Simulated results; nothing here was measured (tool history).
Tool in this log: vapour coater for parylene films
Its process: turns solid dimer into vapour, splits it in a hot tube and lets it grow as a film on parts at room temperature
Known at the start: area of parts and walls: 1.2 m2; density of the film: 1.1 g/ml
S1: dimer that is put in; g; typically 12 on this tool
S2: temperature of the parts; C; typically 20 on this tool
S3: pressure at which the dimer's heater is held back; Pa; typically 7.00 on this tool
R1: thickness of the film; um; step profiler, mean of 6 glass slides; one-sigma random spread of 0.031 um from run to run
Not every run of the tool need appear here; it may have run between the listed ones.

run 1 hour=0.0 | S1=12 S2=20 S3=7.00 | R1=3.80
run 2 hour=15.3 | S1=12 S2=20 S3=7.00 | R1=3.76
run 3 hour=28.3 | S1=12 S2=31 S3=7.00 | R1=2.22
run 4 hour=46.1 | S1=6 S2=20 S3=7.00 | R1=1.91
run 5 hour=64.4 | S1=12 S2=20 S3=7.00 | R1=3.71
run 6 hour=78.2 | S1=12 S2=20 S3=7.00 | R1=3.70
run 7 hour=89.9 | S1=12 S2=20 S3=7.00 | R1=3.68
run 8 hour=103.8 | S1=6 S2=20 S3=7.00 | R1=1.84
run 9 hour=127.2 | S1=12 S2=20 S3=7.00 | R1=3.66
run 10 hour=140.8 | S1=12 S2=20 S3=7.00 | R1=3.65
run 11 hour=157.2 | S1=12 S2=20 S3=7.00 | R1=3.59
run 12 hour=174.2 | S1=14 S2=20 S3=7.00 | R1=4.21
run 13 hour=190.0 | S1=12 S2=20 S3=2.87 | R1=4.21
run 14 hour=201.8 | S1=12 S2=20 S3=2.87 | R1=4.19
run 15 hour=220.3 | S1=9 S2=20 S3=7.00 | R1=2.67
run 16 hour=242.6 | S1=16 S2=20 S3=7.00 | R1=4.76
-- hour=253.6 trap's valve overhauled
run 17 hour=268.9 | S1=16 S2=20 S3=7.00 | R1=5.42
run 18 hour=282.0 | S1=15 S2=20 S3=8.13 | R1=4.88

Run 19 is up next; what results do you expect?
-- hour=284.6 table's thermometer calibrated
run 19 hour=293.7 | S1=15 S2=20 S3=8.13 | R1=?

{"run 19": {"R1": 4.93}}
Minus the tool's unlogged condition, the same run would have read R1 4.86 um.
